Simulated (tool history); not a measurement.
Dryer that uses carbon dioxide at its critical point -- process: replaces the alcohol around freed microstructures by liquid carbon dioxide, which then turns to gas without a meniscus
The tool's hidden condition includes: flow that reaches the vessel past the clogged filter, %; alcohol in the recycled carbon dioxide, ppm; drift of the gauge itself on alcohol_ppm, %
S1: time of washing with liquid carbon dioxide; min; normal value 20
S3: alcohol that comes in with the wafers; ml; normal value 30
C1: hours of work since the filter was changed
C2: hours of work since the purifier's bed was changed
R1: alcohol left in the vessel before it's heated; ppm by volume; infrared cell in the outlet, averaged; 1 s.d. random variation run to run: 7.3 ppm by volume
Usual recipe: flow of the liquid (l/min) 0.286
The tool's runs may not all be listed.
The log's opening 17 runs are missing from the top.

run 18 hour=141.1 | S1=20 flow_of_the_liquid_(l/min)=0.286 S3=30 | C1=364 C2=282 | R1=531
run 19 hour=153.4 | S1=20 flow_of_the_liquid_(l/min)=0.286 S3=30 | C1=371 C2=290 | R1=555
run 20 hour=165.8 | S1=20 flow_of_the_liquid_(l/min)=0.286 S3=30 | C1=379 C2=297 | R1=536
run 21 hour=175.5 | S1=20 flow_of_the_liquid_(l/min)=0.286 S3=30 | C1=385 C2=303 | R1=547
run 22 hour=182.6 | S1=20 flow_of_the_liquid_(l/min)=0.286 S3=30 | C1=389 C2=307 | R1=523
run 23 hour=195 | S1=29 flow_of_the_liquid_(l/min)=0.478 S3=51 | C1=397 C2=315 | R1=56
run 24 hour=202.4 | S1=13 flow_of_the_liquid_(l/min)=0.378 S3=38 | C1=401 C2=320 | R1=1156
run 25 hour=212.4 | S1=17 flow_of_the_liquid_(l/min)=0.311 S3=35 | C1=407 C2=326 | R1=868
run 26 hour=222.7 | S1=17 flow_of_the_liquid_(l/min)=0.311 S3=35 | C1=414 C2=332 | R1=853
-- hour=233.1 inlet filter changed
run 27 hour=233.5 | S1=17 flow_of_the_liquid_(l/min)=0.311 S3=35 | C1=0 C2=338 | R1=612
run 28 hour=240.2 | S1=17 flow_of_the_liquid_(l/min)=0.311 S3=35 | C1=4 C2=342 | R1=617
run 29 hour=245.6 | S1=17 flow_of_the_liquid_(l/min)=0.311 S3=35 | C1=8 C2=345 | R1=620
run 30 hour=252.9 | S1=17 flow_of_the_liquid_(l/min)=0.304 S3=35 | C1=12 C2=350 | R1=701
run 31 hour=260.3 | S1=29 flow_of_the_liquid_(l/min)=0.221 S3=34 | C1=17 C2=354 | R1=303
run 32 hour=270 | S1=21 flow_of_the_liquid_(l/min)=0.23 S3=34 | C1=23 C2=360 | R1=886
run 33 hour=279.4 | S1=21 flow_of_the_liquid_(l/min)=0.23 S3=34 | C1=28 C2=366 | R1=892
run 34 hour=287.3 | S1=29 flow_of_the_liquid_(l/min)=0.215 S3=30 | C1=33 C2=371 | R1=310
run 35 hour=297.5 | S1=29 flow_of_the_liquid_(l/min)=0.215 S3=30 | C1=39 C2=377 | R1=307
run 36 hour=304.8 | S1=19 flow_of_the_liquid_(l/min)=0.416 S3=53 | C1=44 C2=381 | R1=169
run 37 hour=312.8 | S1=19 flow_of_the_liquid_(l/min)=0.202 S3=56 | C1=49 C2=386 | R1=3142
run 38 hour=318.3 | S1=19 flow_of_the_liquid_(l/min)=0.202 S3=56 | C1=52 C2=390 | R1=3045
run 39 hour=325.4 | S1=20 flow_of_the_liquid_(l/min)=0.286 S3=33 | C1=56 C2=394 | R1=456
run 40 hour=336.9 | S1=20 flow_of_the_liquid_(l/min)=0.228 S3=105 | C1=63 C2=401 | R1=3320
run 41 hour=344.5 | S1=18 flow_of_the_liquid_(l/min)=0.328 S3=23 | C1=68 C2=406 | R1=309

Predict each of these 5 candidate next runs independently; none follows another, all start after run 41:
run A hour=354.8 | S1=23 flow_of_the_liquid_(l/min)=0.328 S3=23 | C1=74 C2=412 | R1=?
run B hour=354.8 | S1=24 flow_of_the_liquid_(l/min)=0.286 S3=102 | C1=74 C2=412 | R1=?
run C hour=354.8 | S1=18 flow_of_the_liquid_(l/min)=0.328 S3=32 | C1=74 C2=412 | R1=?
run D hour=354.8 | S1=16 flow_of_the_liquid_(l/min)=0.452 S3=30 | C1=74 C2=412 | R1=?
run E hour=354.8 | S1=26 flow_of_the_liquid_(l/min)=0.176 S3=29 | C1=74 C2=412 | R1=?

run=A R1=140
run=B R1=607
run=C R1=417
run=D R1=176
run=E R1=991
With the hidden condition removed and each run's random variation left untouched, the same runs would have given:
run=A R1=76
run=B R1=499
run=C R1=331
run=D R1=109
run=E R1=876

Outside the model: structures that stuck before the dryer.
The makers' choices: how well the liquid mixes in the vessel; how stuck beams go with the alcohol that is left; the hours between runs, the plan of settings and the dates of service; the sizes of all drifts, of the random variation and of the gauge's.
